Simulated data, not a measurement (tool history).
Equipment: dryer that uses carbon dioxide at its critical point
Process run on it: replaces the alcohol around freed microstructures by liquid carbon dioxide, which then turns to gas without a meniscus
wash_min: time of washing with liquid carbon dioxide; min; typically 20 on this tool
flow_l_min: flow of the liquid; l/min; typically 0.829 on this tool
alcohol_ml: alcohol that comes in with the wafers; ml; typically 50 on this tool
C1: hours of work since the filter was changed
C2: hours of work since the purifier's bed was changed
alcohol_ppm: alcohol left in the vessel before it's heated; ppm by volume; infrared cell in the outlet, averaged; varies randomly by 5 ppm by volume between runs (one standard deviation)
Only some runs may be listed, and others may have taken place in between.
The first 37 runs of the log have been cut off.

{"run": 38, "day": 30.296, "wash_min": 15, "flow_l_min": 0.829, "alcohol_ml": 60, "C1": 36, "C2": 243, "alcohol_ppm": 267}
{"run": 39, "day": 30.804, "wash_min": 18, "flow_l_min": 1.196, "alcohol_ml": 28, "C1": 40, "C2": 247, "alcohol_ppm": 58}
{"run": 40, "day": 31.296, "wash_min": 21, "flow_l_min": 0.829, "alcohol_ml": 77, "C1": 43, "C2": 250, "alcohol_ppm": 94}
{"run": 41, "day": 32.067, "wash_min": 21, "flow_l_min": 0.829, "alcohol_ml": 77, "C1": 49, "C2": 256, "alcohol_ppm": 91}
{"run": 42, "day": 32.775, "wash_min": 32, "flow_l_min": 0.611, "alcohol_ml": 22, "C1": 54, "C2": 261, "alcohol_ppm": 60}
{"run": 43, "day": 33.888, "wash_min": 14, "flow_l_min": 1.323, "alcohol_ml": 51, "C1": 63, "C2": 270, "alcohol_ppm": 59}
{"run": 44, "day": 35.008, "wash_min": 14, "flow_l_min": 1.323, "alcohol_ml": 35, "C1": 71, "C2": 278, "alcohol_ppm": 64}
{"run": 45, "day": 35.862, "wash_min": 17, "flow_l_min": 0.829, "alcohol_ml": 50, "C1": 77, "C2": 284, "alcohol_ppm": 155}
{"run": 46, "day": 36.542, "wash_min": 17, "flow_l_min": 0.547, "alcohol_ml": 30, "C1": 83, "C2": 290, "alcohol_ppm": 456}
{"run": 47, "day": 37.217, "wash_min": 31, "flow_l_min": 0.873, "alcohol_ml": 35, "C1": 88, "C2": 295, "alcohol_ppm": 61}

Forecast each of these 4 alternatives for the next run:
{"run": "A", "day": 38.221, "wash_min": 17, "flow_l_min": 0.695, "alcohol_ml": 34, "C1": 95, "C2": 302, "alcohol_ppm": "?"}
{"run": "B", "day": 38.221, "wash_min": 18, "flow_l_min": 0.784, "alcohol_ml": 54, "C1": 95, "C2": 302, "alcohol_ppm": "?"}
{"run": "C", "day": 38.221, "wash_min": 13, "flow_l_min": 0.829, "alcohol_ml": 50, "C1": 95, "C2": 302, "alcohol_ppm": "?"}
{"run": "D", "day": 38.221, "wash_min": 18, "flow_l_min": 1.014, "alcohol_ml": 35, "C1": 95, "C2": 302, "alcohol_ppm": "?"}

run=A alcohol_ppm=222
run=B alcohol_ppm=162
run=C alcohol_ppm=413
run=D alcohol_ppm=79
Had the tool no hidden state, the same runs would have come out as:
run=A alcohol_ppm=142
run=B alcohol_ppm=90
run=C alcohol_ppm=315
run=D alcohol_ppm=16
